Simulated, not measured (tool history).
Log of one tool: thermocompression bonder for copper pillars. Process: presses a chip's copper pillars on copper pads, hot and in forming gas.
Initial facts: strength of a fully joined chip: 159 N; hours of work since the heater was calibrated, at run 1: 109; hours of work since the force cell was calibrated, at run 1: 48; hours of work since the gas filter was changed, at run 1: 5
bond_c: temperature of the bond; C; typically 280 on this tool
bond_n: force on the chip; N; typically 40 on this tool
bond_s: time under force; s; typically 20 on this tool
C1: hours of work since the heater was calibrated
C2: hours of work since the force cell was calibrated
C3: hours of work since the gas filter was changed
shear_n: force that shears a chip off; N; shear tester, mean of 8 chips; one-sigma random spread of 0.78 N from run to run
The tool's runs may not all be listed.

run 1 hour=0 | bond_c=280 bond_n=40 bond_s=20 | C1=109 C2=48 C3=5 | shear_n=77.7
run 2 hour=10.3 | bond_c=280 bond_n=40 bond_s=41 | C1=114 C2=53 C3=10 | shear_n=98.4
run 3 hour=23.3 | bond_c=280 bond_n=40 bond_s=41 | C1=121 C2=60 C3=17 | shear_n=97.2
run 4 hour=36.8 | bond_c=281 bond_n=40 bond_s=20 | C1=128 C2=67 C3=24 | shear_n=77.7
run 5 hour=48.7 | bond_c=280 bond_n=40 bond_s=20 | C1=134 C2=73 C3=30 | shear_n=75.6
run 6 hour=64.7 | bond_c=280 bond_n=40 bond_s=20 | C1=142 C2=81 C3=38 | shear_n=76.7
run 7 hour=78.2 | bond_c=280 bond_n=47 bond_s=20 | C1=149 C2=88 C3=45 | shear_n=87.9
-- hour=80.8 force cell calibrated
run 8 hour=97.2 | bond_c=280 bond_n=47 bond_s=20 | C1=158 C2=8 C3=54 | shear_n=87.2
run 9 hour=105.2 | bond_c=280 bond_n=47 bond_s=20 | C1=162 C2=12 C3=58 | shear_n=89.1
run 10 hour=119.2 | bond_c=264 bond_n=27 bond_s=20 | C1=169 C2=20 C3=65 | shear_n=39.1
run 11 hour=135.9 | bond_c=264 bond_n=32 bond_s=33 | C1=178 C2=28 C3=74 | shear_n=57.2
run 12 hour=146.7 | bond_c=280 bond_n=52 bond_s=12 | C1=183 C2=34 C3=79 | shear_n=81.8
-- hour=157.1 force cell calibrated, once more
run 13 hour=163.1 | bond_c=296 bond_n=52 bond_s=12 | C1=191 C2=3 C3=87 | shear_n=98.8
run 14 hour=174.9 | bond_c=287 bond_n=34 bond_s=14 | C1=197 C2=9 C3=93 | shear_n=63.2
run 15 hour=189.2 | bond_c=307 bond_n=31 bond_s=14 | C1=204 C2=16 C3=100 | shear_n=75.2

Here are 4 independent what-if runs from the current tool condition. What would each one return?
run A hour=201.9 | bond_c=275 bond_n=25 bond_s=17 | C1=211 C2=23 C3=107 | shear_n=?
run B hour=201.9 | bond_c=265 bond_n=56 bond_s=20 | C1=211 C2=23 C3=107 | shear_n=?
run C hour=201.9 | bond_c=293 bond_n=34 bond_s=23 | C1=211 C2=23 C3=107 | shear_n=?
run D hour=201.9 | bond_c=254 bond_n=42 bond_s=14 | C1=211 C2=23 C3=107 | shear_n=?

run=A shear_n=40.7
run=B shear_n=82
run=C shear_n=82.1
run=D shear_n=44.3
What these runs would have given with no unlogged condition in the tool:
run=A shear_n=42.8
run=B shear_n=85.6
run=C shear_n=85.4
run=D shear_n=46.7

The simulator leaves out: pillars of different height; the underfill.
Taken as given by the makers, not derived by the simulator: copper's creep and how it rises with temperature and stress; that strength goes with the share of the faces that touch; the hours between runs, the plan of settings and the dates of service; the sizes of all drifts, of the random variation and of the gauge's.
